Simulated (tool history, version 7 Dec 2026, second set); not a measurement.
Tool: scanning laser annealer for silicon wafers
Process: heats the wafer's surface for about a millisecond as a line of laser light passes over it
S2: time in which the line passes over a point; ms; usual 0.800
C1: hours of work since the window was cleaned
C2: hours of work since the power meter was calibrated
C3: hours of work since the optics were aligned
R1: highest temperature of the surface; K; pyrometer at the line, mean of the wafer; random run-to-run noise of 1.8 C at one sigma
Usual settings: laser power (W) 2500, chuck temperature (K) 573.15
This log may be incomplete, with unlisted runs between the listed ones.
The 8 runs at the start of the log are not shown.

Run 9, hour 131.8: usual settings but laser power (W) 2670, chuck temperature (K) 571.15; C1 175; C2 175; C3 494. Result: R1 1334.15 K.
Run 10, hour 152.6: usual settings but chuck temperature (K) 546.15; C1 190; C2 190; C3 510. Result: R1 1249.15 K.
Run 11, hour 170.3: usual settings; C1 204; C2 204; C3 523. Result: R1 1275.15 K.
Run 12, hour 186.5: usual settings; C1 216; C2 216; C3 535. Result: R1 1272.15 K.
Run 13, hour 197.6: usual settings; C1 224; C2 224; C3 543. Result: R1 1267.15 K.
Run 14, hour 209.6: usual settings; C1 233; C2 233; C3 553. Result: R1 1271.15 K.
Run 15, hour 218.6: usual settings but chuck temperature (K) 601.15; C1 240; C2 240; C3 559. Result: R1 1299.15 K.
Run 16, hour 233.3: usual settings; C1 251; C2 251; C3 570. Result: R1 1268.15 K.
Run 17, hour 247.2: usual settings; C1 262; C2 262; C3 581. Result: R1 1265.15 K.
Run 18, hour 258.4: usual settings but S2 0.771 ms; C1 270; C2 270; C3 589. Result: R1 1256.15 K.
Run 19, hour 275.6: usual settings but laser power (W) 2736, chuck temperature (K) 562.15; C1 283; C2 283; C3 602. Result: R1 1339.15 K.
Run 20, hour 290.3: usual settings but laser power (W) 2265, S2 0.641 ms, chuck temperature (K) 559.15; C1 294; C2 294; C3 613. Result: R1 1112.15 K.
Run 21, hour 309.8: usual settings but laser power (W) 2288, S2 0.611 ms, chuck temperature (K) 578.15; C1 309; C2 309; C3 628. Result: R1 1123.15 K.
Run 22, hour 323.5: usual settings but laser power (W) 2196; C1 319; C2 319; C3 638. Result: R1 1162.15 K.
Run 23, hour 339.1: usual settings but laser power (W) 2521, S2 0.669 ms, chuck temperature (K) 575.15; C1 331; C2 331; C3 650. Result: R1 1216.15 K.
Run 24, hour 349.9: usual settings but laser power (W) 2716, S2 0.809 ms, chuck temperature (K) 542.15; C1 339; C2 339; C3 658. Result: R1 1313.15 K.
Run 25, hour 361.5: usual settings but laser power (W) 2401, chuck temperature (K) 588.15; C1 348; C2 348; C3 667. Result: R1 1241.15 K.

What does the tool deliver on the next run?
Run 26, hour 383.2: usual settings but laser power (W) 2401, chuck temperature (K) 588.15; C1 364; C2 364; C3 683. Result: R1 ?.

{"run 26": {"R1": 1241.15}}
On a tool with no hidden condition, and with the same random variation, this run would have come out at R1 1278.15 K.
